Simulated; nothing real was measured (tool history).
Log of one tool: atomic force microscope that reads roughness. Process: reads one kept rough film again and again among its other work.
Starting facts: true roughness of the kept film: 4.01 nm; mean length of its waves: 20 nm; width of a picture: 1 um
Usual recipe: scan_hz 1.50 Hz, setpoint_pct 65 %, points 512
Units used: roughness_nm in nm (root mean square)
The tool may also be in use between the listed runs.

run,day,scan_hz,setpoint_pct,points,roughness_nm
1,0.000,1.50,65,512,1.998
# day 0.908: new tip fitted
2,1.921,1.50,65,512,2.117
# day 3.088: new tip fitted
3,4.638,1.50,65,512,1.843
# day 5.346: new tip fitted
# day 7.567: new tip fitted
4,8.154,1.50,65,512,2.385
# day 9.850: new tip fitted
5,10.683,1.50,65,568,2.055
# day 11.958: new tip fitted
6,12.750,1.50,65,568,2.206
# day 14.067: new tip fitted
7,15.258,1.50,65,568,1.993
# day 16.217: new tip fitted
8,17.679,1.50,65,568,1.826
# day 18.483: new tip fitted
9,19.442,1.50,65,568,2.122
# day 20.604: new tip fitted
10,21.675,1.50,65,568,2.060
# day 22.850: new tip fitted
11,24.121,1.50,65,568,1.900
# day 25.008: new tip fitted
12,26.371,1.50,65,568,1.902
# day 27.092: new tip fitted
13,28.796,1.50,65,568,1.762
# day 29.288: new tip fitted
# day 31.375: new tip fitted
14,31.375,1.50,65,568,2.907
# day 33.521: new tip fitted
15,34.742,1.50,65,568,1.970
# day 35.750: new tip fitted
16,36.962,1.50,65,512,1.952
# day 37.929: new tip fitted
# day 40.142: new tip fitted
17,40.442,1.50,65,512,2.624
# day 42.267: new tip fitted
18,43.121,1.50,65,512,2.197
# day 44.333: new tip fitted
19,45.708,1.36,65,512,1.876
# day 46.642: new tip fitted
20,47.529,1.50,65,512,2.135
# day 48.896: new tip fitted
21,49.075,1.50,65,512,2.755
# day 51.071: new tip fitted
22,52.112,1.50,65,512,2.024
# day 53.179: new tip fitted
# day 55.275: new tip fitted
23,55.275,1.50,65,307,2.829
# day 57.350: new tip fitted
24,58.771,0.99,65,512,1.956
# day 59.467: new tip fitted
25,61.150,1.83,69,361,1.669
# day 61.562: new tip fitted
26,62.733,1.83,69,361,1.870
# day 63.671: new tip fitted
27,64.750,1.90,57,600,2.101
# day 65.871: new tip fitted
28,66.433,0.89,89,380,2.211
# day 68.117: new tip fitted
29,69.275,0.89,89,380,1.916
# day 70.250: new tip fitted
# day 72.417: new tip fitted
30,72.796,1.77,63,378,2.454
# day 74.679: new tip fitted
31,75.350,1.77,63,378,2.277
# day 77.012: new tip fitted
32,78.300,2.67,65,512,1.910
# day 79.121: new tip fitted
# day 81.396: new tip fitted
33,81.717,2.67,65,512,2.402
# day 82.842: height scale calibrated on a step standard
# day 83.642: new tip fitted
34,84.271,3.31,70,276,2.045
# day 85.708: new tip fitted
35,86.925,1.16,84,512,1.983
# day 87.946: new tip fitted
# day 90.108: new tip fitted
36,90.225,1.16,84,512,2.605
# day 92.221: new tip fitted
37,93.317,1.82,87,847,1.764
# day 94.338: new tip fitted
# day 96.483: new tip fitted
38,96.742,1.89,87,847,2.254
# day 98.658: new tip fitted
39,98.796,0.63,65,512,2.879
# day 100.742: new tip fitted
40,100.992,0.63,76,523,2.678
41,102.458,0.87,59,758,1.790
# day 102.804: new tip fitted
42,104.775,1.50,65,530,1.680
# day 105.012: new tip fitted
# day 107.242: new tip fitted
43,108.004,1.50,66,530,2.317
# day 109.417: new tip fitted
44,109.592,0.79,73,276,2.640
# day 111.571: new tip fitted
45,112.942,0.79,73,276,1.938
# day 113.692: new tip fitted
46,114.575,0.77,79,276,2.120
# day 115.862: new tip fitted
47,117.579,1.82,65,408,1.702

4 ways to go on from here, each from the tool as it stands after run 47. What would each give?
# day 118.042: new tip fitted
A,119.179,2.02,87,408,?
# day 118.042: new tip fitted
B,119.179,1.82,65,962,?
# day 118.042: new tip fitted
C,119.179,1.82,65,678,?
# day 118.042: new tip fitted
D,119.179,2.68,67,408,?

run,roughness_nm
A,1.733
B,2.059
C,2.055
D,1.945
The same runs, with their run-to-run variation unchanged, on a tool lacking any hidden condition would have given:
run,roughness_nm
A,2.449
B,2.908
C,2.901
D,2.746

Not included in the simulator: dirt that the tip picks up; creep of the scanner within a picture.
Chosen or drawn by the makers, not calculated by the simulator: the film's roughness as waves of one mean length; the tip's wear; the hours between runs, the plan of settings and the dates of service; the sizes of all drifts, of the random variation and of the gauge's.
